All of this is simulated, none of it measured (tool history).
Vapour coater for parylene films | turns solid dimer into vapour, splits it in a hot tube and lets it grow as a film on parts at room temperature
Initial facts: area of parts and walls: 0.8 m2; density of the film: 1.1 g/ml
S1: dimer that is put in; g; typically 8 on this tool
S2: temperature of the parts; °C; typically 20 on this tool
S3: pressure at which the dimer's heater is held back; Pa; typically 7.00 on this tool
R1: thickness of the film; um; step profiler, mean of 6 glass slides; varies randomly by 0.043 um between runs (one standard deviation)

run    hour  S1  S2     S3    R1
  1     0.0   8  20   7.00  4.19
       19.5  -- trap's valve overhauled
  2    64.6   8  20   7.00  4.70
  3   121.4   8  20   7.00  4.56
  4   157.3   6  20   7.00  3.35
  5   209.0   6  20   7.00  3.35
  6   254.4   8  20  11.21  4.17
      328.3  -- trap's valve overhauled
  7   329.2   8  20  11.21  4.40
  8   377.7   8  20  11.21  4.31
  9   445.1   8  20  11.21  4.27
 10   485.3   8  20   7.00  4.45
 11   529.7  12  20   7.00  6.64
 12   589.6  12  20   7.00  6.51
      641.1  -- trap's valve overhauled
 13   647.8   8  20   7.00  4.65
 14   698.7   8  24   7.00  4.31
 15   773.6   8  20   7.00  4.52
 16   851.6   8  20   7.00  4.43
 17   892.7   8  20   7.00  4.37
      900.9  -- table's thermometer calibrated
      949.3  -- trap's valve overhauled
 18   975.4   8  20   7.00  4.62
 19  1020.9  11  21   7.00  6.23
 20  1097.9   6  23  11.78  3.01
 21  1153.6   6  23  11.78  2.92
     1195.0  -- table's thermometer calibrated, once more
 22  1220.3   9  13  10.80  5.23
 23  1252.7   8  20   7.00  4.39
     1264.0  -- trap's valve overhauled
 24  1311.7   5  15   3.92  3.39
 25  1380.7   5  15   3.92  3.32
 26  1420.5   5  15   3.92  3.31
 27  1455.6   5  15   3.92  3.27
 28  1508.0   6  15  10.18  3.40
     1575.2  -- trap's valve overhauled
 29  1589.7   7  20   7.00  4.01
 30  1650.1   9  16   7.00  5.49
 31  1691.0  11  16   3.81  7.17
 32  1745.0   4  26   4.17  2.18
 33  1800.1  11  22   6.61  5.89
 34  1863.0   3  24   2.38  1.78
     1884.6  -- trap's valve overhauled
 35  1927.4   3  24   2.38  1.86
 36  1990.6  12  20   8.37  6.77

What if the next run were any one of these 4? Each begins from the tool's condition after run 36:
  A  2029.4  12  14  7.95   ?
  B  2029.4   5  26  7.00   ?
  C  2029.4   7  20  4.41   ?
  D  2029.4   4  20  2.15   ?

run    R1
  A  7.32
  B  2.64
  C  4.18
  D  2.67
The same runs, with their run-to-run variation unchanged, on a tool lacking any hidden condition would have given:
run    R1
  A  7.61
  B  2.74
  C  4.34
  D  2.78
